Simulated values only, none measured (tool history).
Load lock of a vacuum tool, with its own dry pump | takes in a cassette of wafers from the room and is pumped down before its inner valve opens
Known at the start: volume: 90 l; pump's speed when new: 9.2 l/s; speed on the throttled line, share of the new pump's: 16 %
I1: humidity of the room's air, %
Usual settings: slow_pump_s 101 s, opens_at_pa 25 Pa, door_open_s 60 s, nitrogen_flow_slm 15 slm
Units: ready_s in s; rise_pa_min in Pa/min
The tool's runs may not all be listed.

run 1 hour=0 | slow_pump_s=101 opens_at_pa=25 door_open_s=60 nitrogen_flow_slm=15 | I1=42.4 | ready_s=166.8 rise_pa_min=0.024
run 2 hour=146.6 | slow_pump_s=101 opens_at_pa=25 door_open_s=60 nitrogen_flow_slm=15 | I1=44 | ready_s=168.1 rise_pa_min=0.021
run 3 hour=300 | slow_pump_s=101 opens_at_pa=25 door_open_s=60 nitrogen_flow_slm=15 | I1=47.1 | ready_s=166.2 rise_pa_min=0.029
run 4 hour=468 | slow_pump_s=101 opens_at_pa=25 door_open_s=60 nitrogen_flow_slm=15 | I1=47.8 | ready_s=168.4 rise_pa_min=0.033
run 5 hour=564.6 | slow_pump_s=101 opens_at_pa=25 door_open_s=60 nitrogen_flow_slm=15 | I1=43.9 | ready_s=167.4 rise_pa_min=0.028
run 6 hour=646 | slow_pump_s=62 opens_at_pa=25 door_open_s=60 nitrogen_flow_slm=15 | I1=44.2 | ready_s=136.6 rise_pa_min=0.024
run 7 hour=771.4 | slow_pump_s=101 opens_at_pa=25 door_open_s=60 nitrogen_flow_slm=15 | I1=46 | ready_s=169.3 rise_pa_min=0.031
run 8 hour=876.6 | slow_pump_s=101 opens_at_pa=40 door_open_s=60 nitrogen_flow_slm=15 | I1=43.7 | ready_s=164.5 rise_pa_min=0.036
run 9 hour=977.6 | slow_pump_s=101 opens_at_pa=25 door_open_s=60 nitrogen_flow_slm=15 | I1=43.3 | ready_s=168.9 rise_pa_min=0.03
run 10 hour=1081.7 | slow_pump_s=101 opens_at_pa=25 door_open_s=60 nitrogen_flow_slm=15 | I1=45.2 | ready_s=169.9 rise_pa_min=0.037
run 11 hour=1168.4 | slow_pump_s=101 opens_at_pa=25 door_open_s=60 nitrogen_flow_slm=15 | I1=46.1 | ready_s=169.5 rise_pa_min=0.032
run 12 hour=1291.6 | slow_pump_s=101 opens_at_pa=25 door_open_s=60 nitrogen_flow_slm=4 | I1=47.8 | ready_s=169.6 rise_pa_min=0.046
run 13 hour=1366.2 | slow_pump_s=101 opens_at_pa=25 door_open_s=60 nitrogen_flow_slm=15 | I1=43.1 | ready_s=169.2 rise_pa_min=0.03
run 14 hour=1505.7 | slow_pump_s=101 opens_at_pa=25 door_open_s=60 nitrogen_flow_slm=15 | I1=43.9 | ready_s=169.2 rise_pa_min=0.03
run 15 hour=1669.7 | slow_pump_s=101 opens_at_pa=28 door_open_s=60 nitrogen_flow_slm=15 | I1=47.2 | ready_s=169.3 rise_pa_min=0.031
run 16 hour=1768 | slow_pump_s=186 opens_at_pa=25 door_open_s=60 nitrogen_flow_slm=15 | I1=42.9 | ready_s=241.7 rise_pa_min=0.033
run 17 hour=1881.1 | slow_pump_s=186 opens_at_pa=25 door_open_s=60 nitrogen_flow_slm=15 | I1=44.6 | ready_s=242 rise_pa_min=0.035
run 18 hour=2012.6 | slow_pump_s=186 opens_at_pa=25 door_open_s=60 nitrogen_flow_slm=15 | I1=44.9 | ready_s=240.4 rise_pa_min=0.042
run 19 hour=2129.9 | slow_pump_s=186 opens_at_pa=25 door_open_s=60 nitrogen_flow_slm=15 | I1=45.1 | ready_s=239.9 rise_pa_min=0.037
run 20 hour=2276.3 | slow_pump_s=186 opens_at_pa=25 door_open_s=60 nitrogen_flow_slm=15 | I1=40.8 | ready_s=241.4 rise_pa_min=0.035
run 21 hour=2456.1 | slow_pump_s=139 opens_at_pa=25 door_open_s=42 nitrogen_flow_slm=5 | I1=45.3 | ready_s=203 rise_pa_min=0.047
run 22 hour=2542.8 | slow_pump_s=101 opens_at_pa=26 door_open_s=60 nitrogen_flow_slm=15 | I1=43.8 | ready_s=170.3 rise_pa_min=0.045
run 23 hour=2683.3 | slow_pump_s=101 opens_at_pa=26 door_open_s=60 nitrogen_flow_slm=15 | I1=43 | ready_s=172.1 rise_pa_min=0.038
run 24 hour=2812 | slow_pump_s=62 opens_at_pa=25 door_open_s=60 nitrogen_flow_slm=15 | I1=45.7 | ready_s=138.8 rise_pa_min=0.037
run 25 hour=2886.9 | slow_pump_s=62 opens_at_pa=25 door_open_s=131 nitrogen_flow_slm=4 | I1=42.2 | ready_s=139.8 rise_pa_min=0.06
run 26 hour=3039.8 | slow_pump_s=121 opens_at_pa=25 door_open_s=60 nitrogen_flow_slm=19 | I1=49.2 | ready_s=189.2 rise_pa_min=0.047
run 27 hour=3124.1 | slow_pump_s=121 opens_at_pa=18 door_open_s=60 nitrogen_flow_slm=19 | I1=43.5 | ready_s=193.3 rise_pa_min=0.035
run 28 hour=3273 | slow_pump_s=118 opens_at_pa=25 door_open_s=60 nitrogen_flow_slm=15 | I1=43.4 | ready_s=186.3 rise_pa_min=0.051
run 29 hour=3363.2 | slow_pump_s=118 opens_at_pa=25 door_open_s=60 nitrogen_flow_slm=15 | I1=41.9 | ready_s=186.8 rise_pa_min=0.05
run 30 hour=3492.9 | slow_pump_s=174 opens_at_pa=25 door_open_s=60 nitrogen_flow_slm=15 | I1=45.8 | ready_s=232.6 rise_pa_min=0.045
run 31 hour=3677.4 | slow_pump_s=99 opens_at_pa=27 door_open_s=34 nitrogen_flow_slm=7 | I1=45.1 | ready_s=170.3 rise_pa_min=0.045
run 32 hour=3812.6 | slow_pump_s=101 opens_at_pa=25 door_open_s=90 nitrogen_flow_slm=6 | I1=48.7 | ready_s=172.9 rise_pa_min=0.065
run 33 hour=3972.5 | slow_pump_s=57 opens_at_pa=24 door_open_s=90 nitrogen_flow_slm=6 | I1=43.7 | ready_s=138.1 rise_pa_min=0.067
run 34 hour=4103.3 | slow_pump_s=57 opens_at_pa=29 door_open_s=26 nitrogen_flow_slm=9 | I1=47.4 | ready_s=135.4 rise_pa_min=0.05
run 35 hour=4261.9 | slow_pump_s=143 opens_at_pa=44 door_open_s=60 nitrogen_flow_slm=27 | I1=45.9 | ready_s=201.4 rise_pa_min=0.056
run 36 hour=4443.6 | slow_pump_s=90 opens_at_pa=28 door_open_s=210 nitrogen_flow_slm=22 | I1=46.5 | ready_s=165.5 rise_pa_min=0.066
run 37 hour=4616.7 | slow_pump_s=101 opens_at_pa=22 door_open_s=28 nitrogen_flow_slm=6 | I1=43.7 | ready_s=176.6 rise_pa_min=0.063
run 38 hour=4756.6 | slow_pump_s=101 opens_at_pa=22 door_open_s=28 nitrogen_flow_slm=6 | I1=41.3 | ready_s=176.5 rise_pa_min=0.056

Hidden state or all else? Some run-to-run changes of ready_s, split into what the settings, what came in and random variation would give without the hidden state, and what is left for the hidden state (with any gauge scatter that isn't in both results):
The hidden state here: pump's speed, % of a new pump's; leak at the door's seal, Pa l/s; drift of the gauge itself on ready_s, %; drift of the gauge itself on rise_pa_min, %.
Run 15 -> 16: slow_pump_s 101 -> 186, opens_at_pa 28 -> 25. ready_s +72.4 s: hidden state -0.6, all else +73.
Run 30 -> 31: slow_pump_s 174 -> 99, opens_at_pa 25 -> 27, door_open_s 60 -> 34, nitrogen_flow_slm 15 -> 7. ready_s -62.3 s: hidden state +1.4, all else -63.7.
Run 34 -> 35: slow_pump_s 57 -> 143, opens_at_pa 29 -> 44, door_open_s 26 -> 60, nitrogen_flow_slm 9 -> 27. ready_s +66 s: hidden state -1.9, all else +67.9.
Run 35 -> 36: slow_pump_s 143 -> 90, opens_at_pa 44 -> 28, door_open_s 60 -> 210, nitrogen_flow_slm 27 -> 22. ready_s -35.9 s: hidden state +2.2, all else -38.1.
